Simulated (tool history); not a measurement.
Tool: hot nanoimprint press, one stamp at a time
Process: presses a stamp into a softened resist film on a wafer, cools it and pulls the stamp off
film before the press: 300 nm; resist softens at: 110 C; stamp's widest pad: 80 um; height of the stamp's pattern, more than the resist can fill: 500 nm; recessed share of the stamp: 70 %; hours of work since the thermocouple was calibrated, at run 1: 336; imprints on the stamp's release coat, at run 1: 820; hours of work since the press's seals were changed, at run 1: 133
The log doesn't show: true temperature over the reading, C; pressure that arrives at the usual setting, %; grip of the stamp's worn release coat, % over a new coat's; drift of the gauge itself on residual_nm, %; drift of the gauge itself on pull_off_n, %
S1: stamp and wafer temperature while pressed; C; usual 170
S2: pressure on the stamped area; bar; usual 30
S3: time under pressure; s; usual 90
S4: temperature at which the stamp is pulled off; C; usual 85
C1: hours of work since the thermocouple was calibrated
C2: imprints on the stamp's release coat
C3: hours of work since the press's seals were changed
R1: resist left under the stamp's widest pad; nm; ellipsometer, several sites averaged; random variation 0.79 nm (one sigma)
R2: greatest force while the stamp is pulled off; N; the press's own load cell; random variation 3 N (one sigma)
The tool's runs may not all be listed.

run 1 hour=0 | S1=170 S2=30 S3=90 S4=85 | C1=336 C2=820 C3=133 | R1=157 R2=144
run 2 hour=47.9 | S1=170 S2=30 S3=90 S4=85 | C1=365 C2=1001 C3=162 | R1=157.6 R2=144
-- hour=122.8 plate thermocouple calibrated
-- hour=128.8 stamp cleaned and given a new release coat
run 3 hour=142.3 | S1=170 S2=30 S3=90 S4=91 | C1=8 C2=51 C3=214 | R1=158 R2=138
run 4 hour=212.5 | S1=163 S2=30 S3=90 S4=85 | C1=51 C2=317 C3=257 | R1=199.7 R2=142
run 5 hour=285.8 | S1=170 S2=30 S3=90 S4=89 | C1=96 C2=594 C3=302 | R1=159.5 R2=136
run 6 hour=359.1 | S1=170 S2=30 S3=90 S4=89 | C1=141 C2=871 C3=347 | R1=158.5 R2=135
run 7 hour=438.9 | S1=170 S2=30 S3=90 S4=85 | C1=190 C2=1173 C3=396 | R1=157.5 R2=145
-- hour=470.2 stamp cleaned and given a new release coat
run 8 hour=507.7 | S1=170 S2=30 S3=90 S4=85 | C1=228 C2=142 C3=434 | R1=157.9 R2=147
run 9 hour=565.1 | S1=170 S2=29.3 S3=90 S4=85 | C1=263 C2=359 C3=469 | R1=160.4 R2=145
run 10 hour=606.3 | S1=170 S2=29.3 S3=90 S4=85 | C1=289 C2=515 C3=495 | R1=160.1 R2=145
run 11 hour=681.6 | S1=170 S2=30 S3=90 S4=85 | C1=335 C2=800 C3=541 | R1=157.8 R2=151
-- hour=754.8 press's hydraulic seals changed and the load cell set to zero
run 12 hour=764.2 | S1=170 S2=30 S3=90 S4=85 | C1=380 C2=1082 C3=6 | R1=159.1 R2=148
-- hour=809 plate thermocouple calibrated
-- hour=822.2 stamp cleaned and given a new release coat
run 13 hour=857.1 | S1=170 S2=30 S3=90 S4=85 | C1=26 C2=132 C3=57 | R1=159 R2=145
run 14 hour=895 | S1=170 S2=30 S3=134 S4=85 | C1=49 C2=276 C3=80 | R1=136.2 R2=143
run 15 hour=964.5 | S1=170 S2=21.5 S3=134 S4=85 | C1=92 C2=539 C3=123 | R1=155.3 R2=143
run 16 hour=1047.5 | S1=171 S2=30 S3=81 S4=85 | C1=142 C2=852 C3=174 | R1=158.7 R2=139
run 17 hour=1136.2 | S1=170 S2=30.9 S3=110 S4=76 | C1=197 C2=1188 C3=228 | R1=144.9 R2=159
-- hour=1161.4 stamp cleaned and given a new release coat
run 18 hour=1194.1 | S1=175 S2=21.4 S3=90 S4=74 | C1=228 C2=123 C3=260 | R1=151 R2=161
run 19 hour=1277.4 | S1=175 S2=21.4 S3=55 S4=78 | C1=279 C2=439 C3=311 | R1=181.4 R2=159
run 20 hour=1314.2 | S1=175 S2=37.4 S3=53 S4=78 | C1=302 C2=578 C3=333 | R1=148.8 R2=151
run 21 hour=1383.6 | S1=175 S2=37.4 S3=53 S4=78 | C1=344 C2=841 C3=376 | R1=148.3 R2=149
run 22 hour=1450.4 | S1=175 S2=37.4 S3=53 S4=78 | C1=385 C2=1093 C3=417 | R1=148.8 R2=159
-- hour=1490.4 plate thermocouple calibrated
-- hour=1508.1 stamp cleaned and given a new release coat
run 23 hour=1512.4 | S1=177 S2=43.1 S3=56 S4=88 | C1=10 C2=17 C3=449 | R1=128.4 R2=138
run 24 hour=1567.1 | S1=172 S2=30 S3=62 S4=85 | C1=43 C2=223 C3=482 | R1=167.7 R2=146
run 25 hour=1605.8 | S1=180 S2=26.5 S3=132 S4=77 | C1=67 C2=370 C3=506 | R1=99.7 R2=149
run 26 hour=1690 | S1=170 S2=30 S3=78 S4=80 | C1=118 C2=688 C3=558 | R1=166.7 R2=151
-- hour=1734 press's hydraulic seals changed and the load cell set to zero
run 27 hour=1753.9 | S1=170 S2=30 S3=57 S4=85 | C1=153 C2=900 C3=12 | R1=184.8 R2=142
run 28 hour=1797.1 | S1=170 S2=30 S3=57 S4=85 | C1=179 C2=1063 C3=39 | R1=183 R2=148
-- hour=1859.9 stamp cleaned and given a new release coat
run 29 hour=1892.3 | S1=170 S2=44.2 S3=73 S4=74 | C1=234 C2=123 C3=93 | R1=146.6 R2=162

Forecast each of these 3 alternatives for the next run:
run A hour=1956.6 | S1=166 S2=39.8 S3=73 S4=74 | C1=273 C2=366 C3=133 | R1=? R2=?
run B hour=1956.6 | S1=170 S2=20.1 S3=68 S4=85 | C1=273 C2=366 C3=133 | R1=? R2=?
run C hour=1956.6 | S1=163 S2=42.4 S3=160 S4=85 | C1=273 C2=366 C3=133 | R1=? R2=?

run=A R1=174.8 R2=160
run=B R1=196.3 R2=142
run=C R1=145.9 R2=142
Without the tool's hidden state the same runs would have given:
run=A R1=174.6 R2=159
run=B R1=196.1 R2=141
run=C R1=145.7 R2=141
